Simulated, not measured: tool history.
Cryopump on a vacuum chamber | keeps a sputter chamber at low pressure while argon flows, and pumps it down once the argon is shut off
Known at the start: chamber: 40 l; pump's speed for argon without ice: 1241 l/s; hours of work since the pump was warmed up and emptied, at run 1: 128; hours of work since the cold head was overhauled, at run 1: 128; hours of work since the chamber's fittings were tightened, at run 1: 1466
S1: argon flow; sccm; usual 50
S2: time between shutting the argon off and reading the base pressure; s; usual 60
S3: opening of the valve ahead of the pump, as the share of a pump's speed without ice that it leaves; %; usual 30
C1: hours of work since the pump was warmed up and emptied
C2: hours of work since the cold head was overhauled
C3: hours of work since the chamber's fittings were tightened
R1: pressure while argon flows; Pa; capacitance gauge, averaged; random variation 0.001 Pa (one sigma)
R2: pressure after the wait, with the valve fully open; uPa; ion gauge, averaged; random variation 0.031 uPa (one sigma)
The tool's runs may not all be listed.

run,hour,S1,S2,S3,C1,C2,C3,R1,R2
1,0,50,60,30,128,128,1466,0.2297,3.07
2,10.9,50,60,30,136,136,1474,0.2317,3.09
3,24,50,60,30,145,145,1484,0.232,3.06
4,37.3,50,60,30,155,155,1494,0.2338,3.05
5,53.4,50,60,30,167,167,1505,0.2332,2.98
6,61.4,50,60,30,173,173,1511,0.2333,3.02
7,73.6,30,60,54,182,182,1520,0.0791,3.05
8,86.7,61,60,30,191,191,1530,0.2839,3.16
9,94.4,21,267,53,197,197,1535,0.0571,2.15
10,109,52,25,20,207,207,1546,0.3615,5.1
11,125.9,50,73,30,220,220,1558,0.2332,2.93

Run 12 comes next. What will it give?
12,137,50,73,30,228,228,1566,?,?

R1: 0.2345 Pa
R2: 3.04 uPa
Without the tool's hidden state the same run would have given R1 0.2271 Pa, R2 1.38 uPa.

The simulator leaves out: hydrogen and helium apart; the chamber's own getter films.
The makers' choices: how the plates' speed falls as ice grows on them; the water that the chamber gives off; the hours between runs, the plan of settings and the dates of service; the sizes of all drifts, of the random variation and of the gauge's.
